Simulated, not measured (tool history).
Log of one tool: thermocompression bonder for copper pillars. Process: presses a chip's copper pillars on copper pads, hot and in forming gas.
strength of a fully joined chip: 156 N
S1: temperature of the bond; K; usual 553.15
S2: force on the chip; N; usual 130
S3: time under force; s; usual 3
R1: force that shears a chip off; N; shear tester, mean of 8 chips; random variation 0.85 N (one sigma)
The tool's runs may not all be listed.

run    hour      S1   S2  S3    R1
  1     0.0  553.15  130   3  65.4
  2    44.2  553.15  130   3  65.1
  3    73.8  581.15  130   3  86.6
  4   127.6  553.15   92   3  52.9
  5   153.9  553.15   92   3  52.4
  6   191.3  553.15   92   3  52.3
      241.0  -- forming gas filter changed
  7   243.0  553.15   92   3  54.9
  8   273.9  553.15   92   3  54.6
  9   296.9  553.15   92   3  55.6
 10   327.6  553.15  130   3  64.8
 11   378.1  564.15  130   3  72.7
 12   405.9  564.15  130   3  70.6
 13   440.6  553.15  144   3  66.0
 14   487.6  553.15  144   3  61.5
 15   512.1  553.15  144   3  62.1
      521.5  -- forming gas filter changed
 16   557.6  553.15  144   3  64.7
 17   591.2  553.15  144   3  67.3
 18   617.3  553.15  144   3  66.0
      621.8  -- heater calibrated with a thermocouple chip
 19   655.8  553.15  144   3  64.6
 20   679.2  539.15  168   5  68.5
 21   726.4  553.15  119   3  56.9
 22   762.8  535.15   91   4  43.1
      800.1  -- heater calibrated with a thermocouple chip, once more
 23   801.2  544.15  190   3  65.6
      805.9  -- forming gas filter changed
 24   830.3  557.15   95   3  60.8
 25   873.1  569.15   96   7  91.9
 26   899.0  553.15   84   3  53.8
 27   940.6  540.15  164   8  86.5
 28   990.0  545.15  164   7  83.1
 29  1043.6  545.15  164   4  68.1
 30  1065.9  545.15  164   4  69.1
     1088.2  -- forming gas filter changed
 31  1089.4  545.15   78   4  52.1
 32  1123.6  545.15   78   2  39.5
 33  1169.3  525.15  113   2  35.3
 34  1214.2  525.15  113   2  32.5
 35  1251.1  525.15  113   2  32.0
 36  1291.3  553.15   89   8  75.8
 37  1329.0  577.15  110   2  64.6
 38  1354.4  553.15  136   6  80.2

Forecast each of these 3 alternatives for the next run:
     1366.9  -- forming gas filter changed
  A  1403.8  546.15   94   6   ?
     1366.9  -- forming gas filter changed
  B  1403.8  562.15   81   6   ?
     1366.9  -- forming gas filter changed
  C  1403.8  544.15  100   2   ?

run    R1
  A  67.0
  B  75.9
  C  43.1
Without the tool's hidden state the same runs would have given:
run    R1
  A  70.2
  B  79.2
  C  45.4

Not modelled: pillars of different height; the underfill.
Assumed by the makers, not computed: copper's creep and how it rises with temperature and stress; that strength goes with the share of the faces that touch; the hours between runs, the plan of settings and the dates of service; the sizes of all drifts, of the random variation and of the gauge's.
